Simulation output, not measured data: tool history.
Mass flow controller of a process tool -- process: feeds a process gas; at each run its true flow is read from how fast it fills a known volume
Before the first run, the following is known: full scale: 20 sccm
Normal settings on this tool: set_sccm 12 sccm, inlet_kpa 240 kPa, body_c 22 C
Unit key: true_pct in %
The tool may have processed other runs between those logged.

run      day  set_sccm  inlet_kpa  body_c  true_pct
  1    0.000        12        240      22    101.84
       7.467  -- controller's zero set anew
  2   20.596        12        240      22    102.59
  3   39.425        12        240      22    102.78
      53.442  -- controller's zero set anew, once more
  4   56.242         2        240      22    100.55
  5   65.725        12        240      36    101.66
  6   85.471        12        240      36    101.92
  7  107.871         8        240      36    101.83
  8  118.521         8        240      36    101.92
  9  140.600         8        240      36    101.87
 10  162.217         8        240      36    102.13
 11  175.404         8        240      36    102.33
 12  186.017        12        240      22    101.57
 13  196.404        12        240      22    101.71
 14  206.567        12        240      22    101.69
 15  221.967        12        240      33    102.38
 16  232.358        12        240      33    102.42
 17  253.362        12        240      33    102.58
 18  272.329        12        240      33    102.47
 19  294.821        12        240      33    102.64
 20  313.792        12        240      33    102.98
 21  334.375        12        240      33    102.94
 22  344.758        12        240      33    103.02
 23  363.604        12        194      33    103.31
     368.579  -- controller exchanged for a calibrated one
 24  382.800        12        194      33    100.20
 25  399.388        12        194      33    100.33
 26  409.033        12        194      33    100.32
 27  431.192         3        142      28    100.68
 28  441.975         4        142      20    100.33
 29  453.704        11        143      28    100.70
 30  468.433        11        143      28    100.81
 31  480.779        12        240      21     99.77
 32  501.458        12        240      21     99.79
 33  515.900        12        240      21     99.82
 34  525.962        14        159      22    100.57
 35  536.592        12        170      34    101.26
 36  555.254        12        170      34    101.32
 37  564.742        12        188      27    100.84
 38  584.088         2        170      26    103.28
 39  604.712         9        246      22    100.27
 40  624.088         9        246      22    100.48
 41  637.367         7        258      30    101.15
 42  650.188        17        269      24    100.48
 43  661.279        13        240      40    101.75
 44  676.646        18        236      26    101.04
 45  690.112        18        236      26    101.04
 46  712.638         9        236      26    101.35
 47  726.167         6        150      26    102.58
 48  748.767        12        145      23    101.98
 49  771.067        12        145      23    102.13

Predict each of these 3 candidate next runs independently; none follows another, all start after run 49:
  A  787.288         4        154      31         ?
  B  787.288        10        278      25         ?
  C  787.288         2        240      26         ?

run  true_pct
  A    104.31
  B    101.29
  C    106.26
The same runs, with their run-to-run variation unchanged, on a tool lacking any hidden condition would have given:
run  true_pct
  A    100.07
  B     98.93
  C     98.90

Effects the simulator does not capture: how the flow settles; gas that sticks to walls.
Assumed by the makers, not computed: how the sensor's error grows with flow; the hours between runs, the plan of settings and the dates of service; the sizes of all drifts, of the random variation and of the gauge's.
